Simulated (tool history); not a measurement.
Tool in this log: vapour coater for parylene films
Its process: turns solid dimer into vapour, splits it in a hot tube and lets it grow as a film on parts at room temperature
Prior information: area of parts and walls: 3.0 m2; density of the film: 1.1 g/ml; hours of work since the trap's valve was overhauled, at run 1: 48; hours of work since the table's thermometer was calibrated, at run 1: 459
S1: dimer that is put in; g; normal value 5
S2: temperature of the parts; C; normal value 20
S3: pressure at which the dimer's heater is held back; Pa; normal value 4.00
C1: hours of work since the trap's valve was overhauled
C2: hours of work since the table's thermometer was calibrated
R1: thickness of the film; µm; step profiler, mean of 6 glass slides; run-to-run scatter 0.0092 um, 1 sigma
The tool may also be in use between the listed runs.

Run 1, day 0.000: usual settings; C1 48; C2 459. Result: R1 1.155 µm.
Run 2, day 2.183: usual settings; C1 74; C2 484. Result: R1 1.180 µm.
Run 3, day 3.233: usual settings but S1 7 g; C1 86; C2 497. Result: R1 1.631 µm.
Run 4, day 5.008: usual settings but S1 7 g, S3 11.19 Pa; C1 107; C2 517. Result: R1 1.395 µm.
Run 5, day 6.104: usual settings but S1 7 g, S3 11.19 Pa; C1 120; C2 530. Result: R1 1.380 µm.
Run 6, day 8.229: usual settings but S2 14 C; C1 145; C2 555. Result: R1 1.465 µm.
Run 7, day 9.250: usual settings; C1 157; C2 567. Result: R1 1.162 µm.
Run 8, day 10.812: usual settings; C1 175; C2 586. Result: R1 1.135 µm.
Run 9, day 12.521: usual settings but S2 23 C; C1 195; C2 606. Result: R1 0.979 µm.
Run 10, day 13.517: usual settings but S2 23 C; C1 207; C2 617. Result: R1 0.969 µm.
Run 11, day 15.279: usual settings but S3 2.54 Pa; C1 228; C2 638. Result: R1 1.209 µm.

For run 12, what comes out?
Run 12, day 16.762: usual settings but S3 2.54 Pa; C1 245; C2 655. Result: R1 ?.

R1: 1.205 µm
Were there no unlogged condition in the tool, this run, its random variation unchanged, would have produced R1 1.285 µm.
